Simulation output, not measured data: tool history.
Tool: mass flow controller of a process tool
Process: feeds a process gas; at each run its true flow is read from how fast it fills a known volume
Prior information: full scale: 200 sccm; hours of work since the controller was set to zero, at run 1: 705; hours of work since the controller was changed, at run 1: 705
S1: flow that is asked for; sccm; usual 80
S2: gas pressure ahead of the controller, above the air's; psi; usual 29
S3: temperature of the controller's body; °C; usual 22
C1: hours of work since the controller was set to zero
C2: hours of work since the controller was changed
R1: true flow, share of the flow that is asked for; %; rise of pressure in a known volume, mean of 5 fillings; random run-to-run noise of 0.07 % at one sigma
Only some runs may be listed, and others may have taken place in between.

{"run": 1, "hour": 0.0, "S1": 80, "S2": 29, "S3": 22, "C1": 705, "C2": 705, "R1": 99.35}
{"run": 2, "hour": 256.7, "S1": 80, "S2": 29, "S3": 33, "C1": 873, "C2": 873, "R1": 99.16}
{"run": 3, "hour": 377.9, "S1": 80, "S2": 29, "S3": 33, "C1": 952, "C2": 952, "R1": 99.14}
{"run": 4, "hour": 575.0, "S1": 80, "S2": 29, "S3": 33, "C1": 1081, "C2": 1081, "R1": 99.08}
{"run": 5, "hour": 696.7, "S1": 80, "S2": 29, "S3": 33, "C1": 1161, "C2": 1161, "R1": 99.33}
{"run": 6, "hour": 838.8, "S1": 80, "S2": 29, "S3": 33, "C1": 1254, "C2": 1254, "R1": 99.24}
{"run": 7, "hour": 986.4, "S1": 80, "S2": 29, "S3": 24, "C1": 1350, "C2": 1350, "R1": 99.66}
{"run": 8, "hour": 1117.8, "S1": 80, "S2": 29, "S3": 24, "C1": 1436, "C2": 1436, "R1": 99.55}
{"run": 9, "hour": 1314.6, "S1": 61, "S2": 23.6, "S3": 30, "C1": 1565, "C2": 1565, "R1": 99.34}
{"run": 10, "hour": 1522.3, "S1": 167, "S2": 24.1, "S3": 20, "C1": 1700, "C2": 1700, "R1": 100.67}
{"run": 11, "hour": 1794.1, "S1": 29, "S2": 32.3, "S3": 34, "C1": 1878, "C2": 1878, "R1": 99.45}
{"run": 12, "hour": 2021.7, "S1": 29, "S2": 32.3, "S3": 34, "C1": 2027, "C2": 2027, "R1": 99.61}
{"run": 13, "hour": 2219.3, "S1": 177, "S2": 22.6, "S3": 34, "C1": 2156, "C2": 2156, "R1": 100.36}
{"run": 14, "hour": 2463.7, "S1": 43, "S2": 20.6, "S3": 23, "C1": 2316, "C2": 2316, "R1": 100.17}

Forecast each of these 3 alternatives for the next run:
{"run": "A", "hour": 2729.0, "S1": 80, "S2": 21.2, "S3": 34, "C1": 2489, "C2": 2489, "R1": "?"}
{"run": "B", "hour": 2729.0, "S1": 115, "S2": 35, "S3": 21, "C1": 2489, "C2": 2489, "R1": "?"}
{"run": "C", "hour": 2729.0, "S1": 80, "S2": 20.9, "S3": 38, "C1": 2489, "C2": 2489, "R1": "?"}

run=A R1=99.82
run=B R1=99.9
run=C R1=99.66
What these runs would have given with no unlogged condition in the tool:
run=A R1=98.78
run=B R1=99.01
run=C R1=98.61
